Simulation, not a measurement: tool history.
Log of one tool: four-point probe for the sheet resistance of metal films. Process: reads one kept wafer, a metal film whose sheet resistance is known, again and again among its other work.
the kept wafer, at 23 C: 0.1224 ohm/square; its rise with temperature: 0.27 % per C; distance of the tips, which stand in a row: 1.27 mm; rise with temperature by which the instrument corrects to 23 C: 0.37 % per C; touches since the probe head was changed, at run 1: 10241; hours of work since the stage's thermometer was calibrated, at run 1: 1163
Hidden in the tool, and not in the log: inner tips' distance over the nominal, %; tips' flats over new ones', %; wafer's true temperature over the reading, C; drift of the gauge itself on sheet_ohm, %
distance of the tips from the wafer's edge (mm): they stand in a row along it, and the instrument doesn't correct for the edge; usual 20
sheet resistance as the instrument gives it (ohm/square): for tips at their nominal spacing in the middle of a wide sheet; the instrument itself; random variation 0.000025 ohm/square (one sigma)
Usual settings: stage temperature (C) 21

run   hour  stage temperature (C)  distance of the tips from the wafer's edge (mm)  touches since the probe head was changed  hours of work since the stage's thermometer was calibrated  sheet resistance as the instrument gives it (ohm/square)
  1    0.0                     21                                               20                                     10241                                                        1163                                                  0.122925
  2   28.9                     33                                               20                                     10866                                                        1175                                                  0.121507
  3   62.7                     29                                               20                                     11599                                                        1189                                                  0.121999
  4  100.9                     29                                               20                                     12426                                                        1206                                                  0.121943
  5  126.2                     29                                               20                                     12975                                                        1216                                                  0.121948
  6  156.1                     22                                               26                                     13621                                                        1229                                                  0.122664
  7  191.2                     27                                               15                                     14382                                                        1244                                                  0.122418
  8  218.6                     27                                               15                                     14976                                                        1256                                                  0.122406
  9  253.0                     32                                                9                                     15721                                                        1270                                                  0.122677
 10  283.7                     25                                               33                                     16386                                                        1284                                                  0.122283

4 ways to go on from here, each from the tool as it stands after run 10. What would each give?
  A  324.1                     22                                               24                                     17261                                                        1301                                                         ?
  B  324.1                     20                                               33                                     17261                                                        1301                                                         ?
  C  324.1                     30                                                5                                     17261                                                        1301                                                         ?
  D  324.1                     21                                               17                                     17261                                                        1301                                                         ?

run  sheet resistance as the instrument gives it (ohm/square)
  A                                                  0.122693
  B                                                  0.122880
  C                                                  0.125680
  D                                                  0.123009
Without the tool's hidden state the same runs would have given:
run  sheet resistance as the instrument gives it (ohm/square)
  A                                                  0.122684
  B                                                  0.122871
  C                                                  0.125671
  D                                                  0.123000
